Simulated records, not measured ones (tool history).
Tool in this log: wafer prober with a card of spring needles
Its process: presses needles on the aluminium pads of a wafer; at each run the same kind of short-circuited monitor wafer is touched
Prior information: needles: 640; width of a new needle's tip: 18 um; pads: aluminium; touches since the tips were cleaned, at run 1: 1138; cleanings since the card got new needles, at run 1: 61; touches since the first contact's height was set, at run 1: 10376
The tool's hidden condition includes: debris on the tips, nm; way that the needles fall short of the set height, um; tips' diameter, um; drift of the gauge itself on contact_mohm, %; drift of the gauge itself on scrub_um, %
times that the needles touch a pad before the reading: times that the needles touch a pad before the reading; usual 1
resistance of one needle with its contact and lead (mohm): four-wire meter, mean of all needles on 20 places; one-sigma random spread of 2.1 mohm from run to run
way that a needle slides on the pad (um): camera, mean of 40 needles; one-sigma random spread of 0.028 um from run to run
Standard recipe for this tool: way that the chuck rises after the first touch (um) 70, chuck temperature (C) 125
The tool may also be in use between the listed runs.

| run | hour | way that the chuck rises after the first touch (um) | chuck temperature (C) | times that the needles touch a pad before the reading | touches since the tips were cleaned | cleanings since the card got new needles | touches since the first contact's height was set | resistance of one needle with its contact and lead (mohm) | way that a needle slides on the pad (um) |
|---|---|---|---|---|---|---|---|---|---|
| 1 | 0 | 70 | 125 | 1 | 1138 | 61 | 10376 | 247 | 13.24 |
|  | 20.2 | tips cleaned on abrasive film |
|  | 44.5 | tips cleaned on abrasive film |
| 2 | 55.1 | 70 | 125 | 2 | 3870 | 63 | 30524 | 248 | 13.21 |
|  | 65.2 | tips cleaned on abrasive film |
|  | 90.5 | tips cleaned on abrasive film |
|  | 110.9 | tips cleaned on abrasive film |
| 3 | 110.9 | 58 | 125 | 2 | 0 | 66 | 50904 | 237 | 10.95 |
|  | 131.2 | tips cleaned on abrasive film |
|  | 151.6 | tips cleaned on abrasive film |
| 4 | 151.6 | 58 | 125 | 2 | 0 | 68 | 65782 | 237 | 10.89 |
|  | 174.9 | tips cleaned on abrasive film |
|  | 198.9 | tips cleaned on abrasive film |
| 5 | 212.6 | 70 | 125 | 1 | 5034 | 70 | 88102 | 265 | 13.1 |
|  | 222.1 | tips cleaned on abrasive film |
|  | 247 | tips cleaned on abrasive film |
|  | 272.1 | tips cleaned on abrasive film |
| 6 | 282.3 | 70 | 125 | 2 | 3716 | 73 | 113545 | 250 | 13.07 |
|  | 292.4 | tips cleaned on abrasive film |
|  | 317.7 | tips cleaned on abrasive film |
|  | 342.8 | tips cleaned on abrasive film |
|  | 343.1 | height of the first contact set anew |
| 7 | 346.7 | 70 | 125 | 2 | 1326 | 76 | 1326 | 242 | 13.26 |
|  | 367 | tips cleaned on abrasive film |
|  | 390.5 | tips cleaned on abrasive film |
|  | 415.1 | tips cleaned on abrasive film |
|  | 438.8 | tips cleaned on abrasive film |
| 8 | 440.2 | 70 | 41 | 2 | 491 | 80 | 35483 | 223 | 13.27 |
|  | 460.4 | tips cleaned on abrasive film |
|  | 485.6 | tips cleaned on abrasive film |
|  | 510 | tips cleaned on abrasive film |
|  | 534.5 | tips cleaned on abrasive film |
| 9 | 538.1 | 70 | 41 | 2 | 1302 | 84 | 71279 | 223 | 13.15 |

Run 10 has not been measured yet. What should we expect?
|  | 556.7 | tips cleaned on abrasive film |
|  | 581.6 | tips cleaned on abrasive film |
|  | 606.9 | tips cleaned on abrasive film |
|  | 631.9 | tips cleaned on abrasive film |
| 10 | 632.4 | 88 | 74 | 2 | 182 | 88 | 105743 | ? | ? |

Run 10 measured resistance of one needle with its contact and lead (mohm) 219, way that a needle slides on the pad (um) 16.55.
On a tool with no hidden condition, and with the same random variation, this run would have come out at resistance of one needle with its contact and lead (mohm) 216, way that a needle slides on the pad (um) 16.71.

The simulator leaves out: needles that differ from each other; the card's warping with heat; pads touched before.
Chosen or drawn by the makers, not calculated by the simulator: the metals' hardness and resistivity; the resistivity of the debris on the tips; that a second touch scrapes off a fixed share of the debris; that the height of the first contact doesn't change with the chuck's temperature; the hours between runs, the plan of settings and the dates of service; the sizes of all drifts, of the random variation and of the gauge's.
